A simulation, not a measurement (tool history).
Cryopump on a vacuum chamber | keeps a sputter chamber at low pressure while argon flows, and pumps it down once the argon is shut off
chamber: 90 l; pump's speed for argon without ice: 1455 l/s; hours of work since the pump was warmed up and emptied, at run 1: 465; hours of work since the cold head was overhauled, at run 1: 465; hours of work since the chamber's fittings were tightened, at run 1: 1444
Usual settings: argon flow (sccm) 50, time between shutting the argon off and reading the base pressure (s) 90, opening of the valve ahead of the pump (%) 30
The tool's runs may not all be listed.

run,day,argon flow (sccm),time between shutting the argon off and reading the base pressure (s),opening of the valve ahead of the pump (%),hours of work since the pump was warmed up and emptied,hours of work since the cold head was overhauled,hours of work since the chamber's fittings were tightened,pressure while argon flows (Pa),pressure after the wait (uPa)
1,0.000,50,90,30,465,465,1444,0.2070,3.04
# day 1.075: pump warmed up, emptied and cooled again
2,1.725,50,90,30,13,495,1474,0.1936,2.78
3,2.975,50,90,30,38,520,1499,0.1948,2.70
4,4.742,20,90,30,73,555,1535,0.0786,2.85
5,6.438,31,90,30,107,589,1568,0.1221,2.97
6,8.883,31,90,30,156,638,1617,0.1229,2.97
7,11.204,31,90,30,202,684,1663,0.1232,3.07
8,12.225,31,252,30,222,704,1684,0.1253,2.40
9,13.858,50,90,30,255,737,1716,0.2011,3.17
10,14.950,50,45,30,277,759,1738,0.2010,4.18
11,17.229,50,45,30,322,804,1784,0.2046,4.35
12,19.346,50,90,30,364,846,1826,0.2025,3.35
13,21.612,50,90,26,410,891,1871,0.2336,3.47
14,22.862,50,90,26,434,916,1896,0.2350,3.48
# day 25.433: pump warmed up, emptied and cooled again
15,25.433,50,90,26,0,963,1943,0.2242,3.18
16,27.092,26,90,26,33,996,1976,0.1158,3.29
17,28.350,26,90,26,58,1022,2001,0.1173,3.36
18,30.038,26,90,18,92,1055,2035,0.1688,3.34
# day 30.288: leaking fittings of the chamber tightened, without venting
19,32.312,22,74,22,136,1099,40,0.1186,1.55
20,33.875,22,74,22,167,1130,72,0.1181,1.57
21,35.567,48,61,50,200,1164,105,0.1170,1.83
22,37.796,48,61,50,245,1208,150,0.1185,1.89
23,39.525,95,83,41,279,1243,184,0.2842,1.54
24,41.604,81,55,41,321,1284,226,0.2427,2.21
25,42.783,57,184,39,344,1308,249,0.1812,1.03
26,44.042,37,263,25,369,1333,274,0.1795,0.93
27,45.467,37,263,25,398,1361,303,0.1818,1.01
28,47.371,37,263,25,436,1399,341,0.1809,1.00
29,49.012,28,22,29,469,1432,373,0.1194,4.92
# day 49.879: pump warmed up, emptied and cooled again
30,51.267,28,22,29,28,1473,414,0.1130,4.86
31,53.179,58,216,26,66,1511,452,0.2627,1.11
32,54.750,38,66,26,97,1542,484,0.1734,2.13
33,56.100,38,43,26,124,1569,511,0.1716,2.98

3 ways to go on from here, each from the tool as it stands after run 33. What would each give?
A,57.858,89,22,47,159,1604,546,?,?
B,57.858,27,112,18,159,1604,546,?,?
C,57.858,50,124,28,159,1604,546,?,?

run,pressure while argon flows (Pa),pressure after the wait (uPa)
A,0.2297,4.94
B,0.1776,1.66
C,0.2117,1.60
Without the tool's hidden state the same runs would have given:
run,pressure while argon flows (Pa),pressure after the wait (uPa)
A,0.2207,4.30
B,0.1748,1.01
C,0.2067,0.94

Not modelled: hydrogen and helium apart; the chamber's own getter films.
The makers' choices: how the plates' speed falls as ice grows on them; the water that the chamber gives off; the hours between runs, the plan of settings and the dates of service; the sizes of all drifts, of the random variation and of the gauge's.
